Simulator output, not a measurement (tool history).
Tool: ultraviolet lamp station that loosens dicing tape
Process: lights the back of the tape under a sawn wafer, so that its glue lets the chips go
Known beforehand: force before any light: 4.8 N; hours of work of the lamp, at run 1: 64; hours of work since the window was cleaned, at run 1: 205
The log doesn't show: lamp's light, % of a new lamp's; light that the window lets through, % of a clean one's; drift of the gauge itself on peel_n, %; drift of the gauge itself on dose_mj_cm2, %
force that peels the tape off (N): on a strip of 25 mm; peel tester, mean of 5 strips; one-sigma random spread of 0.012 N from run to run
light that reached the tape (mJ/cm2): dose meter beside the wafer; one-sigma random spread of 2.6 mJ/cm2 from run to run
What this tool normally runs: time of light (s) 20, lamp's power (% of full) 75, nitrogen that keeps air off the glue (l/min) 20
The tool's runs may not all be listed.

run,hour,time of light (s),lamp's power (% of full),nitrogen that keeps air off the glue (l/min),hours of work of the lamp,hours of work since the window was cleaned,force that peels the tape off (N),light that reached the tape (mJ/cm2)
1,0,20,75,20,64,205,0.712,287
2,10.9,20,75,17,71,212,0.739,283
3,19.3,20,75,17,76,217,0.731,286
4,34.6,20,75,17,86,227,0.794,291
5,43.3,20,75,20,92,232,0.724,282
6,59.4,20,75,20,102,243,0.73,282
7,67.2,11,75,20,107,248,1.662,156
8,75.8,11,75,20,112,253,1.678,155
9,91.3,11,75,20,122,263,1.731,150
10,106.1,20,75,20,132,273,0.751,276
11,114.9,20,75,20,137,278,0.759,276
12,130,20,75,20,147,288,0.77,272
13,146.7,20,75,9,158,298,1.004,276
14,162.8,20,75,9,168,309,1.037,271
15,175.1,20,75,9,176,317,1.027,266
16,189.9,20,75,20,185,326,0.781,267
17,200.4,20,75,20,192,333,0.811,265
18,213.3,20,75,20,200,341,0.782,264
19,221.1,20,75,20,205,346,0.792,264
20,234.5,20,75,20,214,354,0.795,259
21,246.1,35,75,20,221,362,0.262,463
22,261.2,35,75,20,231,371,0.271,457
23,278.7,20,75,34,242,383,0.707,257
24,294.9,11,81,20,252,393,1.681,152
25,311.7,11,81,20,263,404,1.694,153
26,321.9,14,75,20,269,410,1.479,179
27,330.7,26,75,28,275,416,0.485,329
28,343.3,21,75,35,283,424,0.706,263
29,352.9,24,75,20,289,430,0.671,304
30,363.8,20,91,14,296,437,0.738,304
31,379.3,24,68,23,306,447,0.766,274
32,395.4,25,95,24,316,457,0.365,393
# hour 398.9: window cleaned of glue's vapour
33,405.6,27,85,25,322,4,0.252,449
34,415.1,27,85,25,328,10,0.243,453
35,427.3,20,63,20,336,18,0.929,247
36,441.4,18,71,7,345,27,1.273,252
37,450.7,18,71,7,351,33,1.231,247
38,465.4,20,75,16,360,42,0.767,293
39,476.5,20,75,8,368,49,0.955,288
40,492.9,20,75,8,378,60,1.013,290
41,500.3,27,75,11,383,65,0.504,385
42,517.9,20,67,20,394,76,0.886,255
43,535,38,75,33,405,87,0.145,539

Measured result minus the same run's result without the hidden state. Both carry the same run-to-run variation, though not necessarily the same gauge scatter:
run,force that peels the tape off (N),light that reached the tape (mJ/cm2)
1,+0.145,-36
2,+0.151,-38
3,+0.153,-38
4,+0.169,-39
5,+0.16,-41
6,+0.17,-42
7,+0.245,-24
8,+0.252,-24
9,+0.27,-25
10,+0.194,-47
11,+0.198,-49
12,+0.207,-49
13,+0.245,-52
14,+0.257,-53
15,+0.261,-55
16,+0.232,-56
17,+0.245,-57
18,+0.239,-59
19,+0.245,-59
20,+0.252,-60
21,+0.1,-108
22,+0.106,-110
23,+0.25,-65
24,+0.39,-39
25,+0.401,-40
26,+0.402,-49
27,+0.2,-91
28,+0.274,-74
29,+0.268,-88
30,+0.294,-89
31,+0.309,-81
32,+0.165,-121
33,+0.044,-40
34,+0.046,-42
35,+0.131,-24
36,+0.156,-26
37,+0.156,-26
38,+0.134,-32
39,+0.154,-33
40,+0.17,-36
41,+0.112,-48
42,+0.169,-33
43,+0.034,-75

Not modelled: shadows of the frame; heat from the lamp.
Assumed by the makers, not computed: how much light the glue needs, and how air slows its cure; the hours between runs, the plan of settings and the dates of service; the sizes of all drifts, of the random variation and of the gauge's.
